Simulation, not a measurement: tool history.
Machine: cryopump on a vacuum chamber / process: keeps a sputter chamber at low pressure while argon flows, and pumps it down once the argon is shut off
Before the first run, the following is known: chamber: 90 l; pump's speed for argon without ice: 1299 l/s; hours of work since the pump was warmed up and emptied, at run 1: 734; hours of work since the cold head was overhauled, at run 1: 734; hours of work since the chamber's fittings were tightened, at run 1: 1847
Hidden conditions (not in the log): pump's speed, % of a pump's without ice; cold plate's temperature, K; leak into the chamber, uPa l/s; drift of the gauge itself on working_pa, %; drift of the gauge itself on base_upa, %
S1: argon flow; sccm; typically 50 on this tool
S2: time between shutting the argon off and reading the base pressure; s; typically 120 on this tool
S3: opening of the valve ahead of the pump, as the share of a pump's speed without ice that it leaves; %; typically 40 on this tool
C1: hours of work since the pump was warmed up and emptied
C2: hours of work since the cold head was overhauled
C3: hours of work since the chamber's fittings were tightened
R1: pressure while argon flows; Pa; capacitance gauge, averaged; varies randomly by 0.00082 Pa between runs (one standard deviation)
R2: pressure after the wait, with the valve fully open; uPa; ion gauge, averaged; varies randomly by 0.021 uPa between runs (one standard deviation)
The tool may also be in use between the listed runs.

run,hour,S1,S2,S3,C1,C2,C3,R1,R2
1,0.0,50,120,40,734,734,1847,0.1906,2.62
2,22.4,50,120,40,753,753,1866,0.1909,2.76
3,34.1,50,120,40,763,763,1876,0.1925,2.76
4,57.5,50,120,40,783,783,1896,0.1913,2.67
5,82.0,50,120,40,804,804,1917,0.1921,2.94
6,100.8,37,120,40,820,820,1932,0.1430,2.97
7,116.7,91,120,40,833,833,1946,0.3566,2.96
8,129.6,91,120,40,844,844,1957,0.3567,2.98
9,146.4,91,120,40,858,858,1971,0.3584,3.05
# hour 161.7: pump warmed up, emptied and cooled again
10,171.3,91,120,40,8,875,1988,0.2980,2.17
11,194.2,91,120,40,27,894,2007,0.2992,2.14
12,213.2,91,120,40,44,910,2023,0.2982,2.11
13,229.9,91,27,25,58,924,2037,0.4749,3.17
14,246.5,37,23,16,72,938,2051,0.3046,3.36

What will run 15 give?
15,271.2,69,51,56,93,959,2072,?,?

Run 15 produced R1 0.1643 Pa, R2 2.67 uPa.
The same run, on a tool lacking any hidden state, would have yielded R1 0.1593 Pa, R2 0.90 uPa.
